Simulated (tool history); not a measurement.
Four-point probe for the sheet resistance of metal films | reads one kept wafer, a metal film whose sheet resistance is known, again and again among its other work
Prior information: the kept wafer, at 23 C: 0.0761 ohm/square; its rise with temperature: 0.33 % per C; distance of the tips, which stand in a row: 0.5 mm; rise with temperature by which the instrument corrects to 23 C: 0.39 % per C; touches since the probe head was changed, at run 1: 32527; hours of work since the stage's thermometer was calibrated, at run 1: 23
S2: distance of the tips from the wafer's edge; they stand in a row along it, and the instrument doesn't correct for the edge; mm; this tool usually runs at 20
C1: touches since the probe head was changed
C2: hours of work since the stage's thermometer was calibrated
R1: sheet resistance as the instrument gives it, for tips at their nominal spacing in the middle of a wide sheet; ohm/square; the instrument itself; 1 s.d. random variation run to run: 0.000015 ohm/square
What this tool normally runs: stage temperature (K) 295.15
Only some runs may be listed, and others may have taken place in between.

{"run": 1, "day": 0.0, "stage temperature (K)": 295.15, "S2": 20, "C1": 32527, "C2": 23, "R1": 0.076166}
{"run": 2, "day": 2.617, "stage temperature (K)": 295.15, "S2": 20, "C1": 33944, "C2": 48, "R1": 0.076162}
{"run": 3, "day": 5.188, "stage temperature (K)": 295.15, "S2": 20, "C1": 35334, "C2": 74, "R1": 0.076169}
{"run": 4, "day": 7.554, "stage temperature (K)": 295.15, "S2": 62, "C1": 36616, "C2": 97, "R1": 0.076124}
{"run": 5, "day": 8.717, "stage temperature (K)": 295.15, "S2": 62, "C1": 37245, "C2": 108, "R1": 0.076179}
{"run": 6, "day": 9.9, "stage temperature (K)": 295.15, "S2": 62, "C1": 37886, "C2": 120, "R1": 0.076138}
{"run": 7, "day": 12.025, "stage temperature (K)": 295.15, "S2": 5, "C1": 39037, "C2": 141, "R1": 0.07655}
{"run": 8, "day": 13.217, "stage temperature (K)": 295.15, "S2": 65, "C1": 39681, "C2": 153, "R1": 0.07615}
{"run": 9, "day": 15.775, "stage temperature (K)": 295.15, "S2": 65, "C1": 41065, "C2": 178, "R1": 0.076158}
{"run": 10, "day": 17.0, "stage temperature (K)": 295.15, "S2": 20, "C1": 41728, "C2": 190, "R1": 0.076194}
{"run": 11, "day": 19.692, "stage temperature (K)": 295.15, "S2": 20, "C1": 43185, "C2": 216, "R1": 0.076206}
{"run": 12, "day": 21.675, "stage temperature (K)": 295.15, "S2": 20, "C1": 44258, "C2": 236, "R1": 0.076175}
{"run": 13, "day": 23.171, "stage temperature (K)": 295.15, "S2": 20, "C1": 45068, "C2": 250, "R1": 0.076165}
{"run": 14, "day": 24.504, "stage temperature (K)": 295.15, "S2": 20, "C1": 45789, "C2": 263, "R1": 0.076162}
{"run": 15, "day": 25.683, "stage temperature (K)": 295.15, "S2": 20, "C1": 46428, "C2": 275, "R1": 0.076172}
{"run": 16, "day": 27.575, "stage temperature (K)": 295.15, "S2": 20, "C1": 47452, "C2": 294, "R1": 0.076171}
{"run": 17, "day": 30.162, "stage temperature (K)": 295.15, "S2": 19, "C1": 48853, "C2": 319, "R1": 0.076172}
{"run": 18, "day": 31.408, "stage temperature (K)": 295.15, "S2": 19, "C1": 49528, "C2": 331, "R1": 0.076193}
{"run": 19, "day": 34.112, "stage temperature (K)": 294.15, "S2": 20, "C1": 50990, "C2": 358, "R1": 0.076212}
{"run": 20, "day": 36.417, "stage temperature (K)": 294.15, "S2": 20, "C1": 52238, "C2": 380, "R1": 0.076207}
{"run": 21, "day": 38.142, "stage temperature (K)": 294.15, "S2": 20, "C1": 53171, "C2": 397, "R1": 0.076205}
{"run": 22, "day": 40.433, "stage temperature (K)": 295.15, "S2": 20, "C1": 54411, "C2": 420, "R1": 0.076148}
{"run": 23, "day": 41.971, "stage temperature (K)": 295.15, "S2": 20, "C1": 55243, "C2": 435, "R1": 0.076161}
{"run": 24, "day": 43.492, "stage temperature (K)": 291.15, "S2": 6, "C1": 56068, "C2": 450, "R1": 0.07663}
{"run": 25, "day": 44.879, "stage temperature (K)": 291.15, "S2": 6, "C1": 56819, "C2": 464, "R1": 0.076612}
{"run": 26, "day": 46.333, "stage temperature (K)": 291.15, "S2": 35, "C1": 57606, "C2": 478, "R1": 0.076336}
{"run": 27, "day": 48.521, "stage temperature (K)": 291.15, "S2": 75, "C1": 58790, "C2": 499, "R1": 0.076317}
{"run": 28, "day": 51.154, "stage temperature (K)": 292.15, "S2": 47, "C1": 60215, "C2": 525, "R1": 0.07626}
{"run": 29, "day": 53.729, "stage temperature (K)": 308.15, "S2": 29, "C1": 61609, "C2": 550, "R1": 0.075663}
{"run": 30, "day": 55.262, "stage temperature (K)": 304.15, "S2": 30, "C1": 62439, "C2": 566, "R1": 0.075801}
{"run": 31, "day": 57.296, "stage temperature (K)": 304.15, "S2": 30, "C1": 63538, "C2": 585, "R1": 0.075805}
{"run": 32, "day": 59.129, "stage temperature (K)": 294.15, "S2": 8, "C1": 64531, "C2": 604, "R1": 0.07634}
{"run": 33, "day": 60.725, "stage temperature (K)": 306.15, "S2": 4, "C1": 65394, "C2": 619, "R1": 0.076328}
{"run": 34, "day": 62.771, "stage temperature (K)": 306.15, "S2": 4, "C1": 66503, "C2": 639, "R1": 0.076315}
{"run": 35, "day": 64.017, "stage temperature (K)": 306.15, "S2": 4, "C1": 67177, "C2": 652, "R1": 0.076331}
{"run": 36, "day": 66.362, "stage temperature (K)": 297.15, "S2": 59, "C1": 68447, "C2": 675, "R1": 0.076054}
{"run": 37, "day": 68.104, "stage temperature (K)": 297.15, "S2": 59, "C1": 69388, "C2": 692, "R1": 0.076073}
{"run": 38, "day": 69.383, "stage temperature (K)": 305.15, "S2": 20, "C1": 70082, "C2": 704, "R1": 0.075755}
{"run": 39, "day": 71.558, "stage temperature (K)": 304.15, "S2": 40, "C1": 71259, "C2": 726, "R1": 0.075794}
{"run": 40, "day": 74.175, "stage temperature (K)": 294.15, "S2": 8, "C1": 72676, "C2": 751, "R1": 0.07635}
{"run": 41, "day": 76.712, "stage temperature (K)": 294.15, "S2": 8, "C1": 74050, "C2": 776, "R1": 0.07633}
{"run": 42, "day": 78.096, "stage temperature (K)": 305.15, "S2": 29, "C1": 74798, "C2": 790, "R1": 0.075766}
{"run": 43, "day": 80.625, "stage temperature (K)": 291.15, "S2": 3, "C1": 76167, "C2": 815, "R1": 0.077447}
{"run": 44, "day": 82.812, "stage temperature (K)": 296.15, "S2": 9, "C1": 77350, "C2": 836, "R1": 0.076252}
{"run": 45, "day": 85.521, "stage temperature (K)": 296.15, "S2": 9, "C1": 78816, "C2": 863, "R1": 0.076231}
{"run": 46, "day": 86.892, "stage temperature (K)": 293.15, "S2": 29, "C1": 79557, "C2": 876, "R1": 0.076263}

Below are 3 alternative next runs, each starting from the tool's condition after run 46. Predict each:
{"run": "A", "day": 89.196, "stage temperature (K)": 301.15, "S2": 5, "C1": 80806, "C2": 899, "R1": "?"}
{"run": "B", "day": 89.196, "stage temperature (K)": 302.15, "S2": 29, "C1": 80806, "C2": 899, "R1": "?"}
{"run": "C", "day": 89.196, "stage temperature (K)": 295.15, "S2": 11, "C1": 80806, "C2": 899, "R1": "?"}

run=A R1=0.076304
run=B R1=0.075896
run=C R1=0.076241
Without the tool's unlogged condition, the same runs would have read:
run=A R1=0.076297
run=B R1=0.075889
run=C R1=0.076234
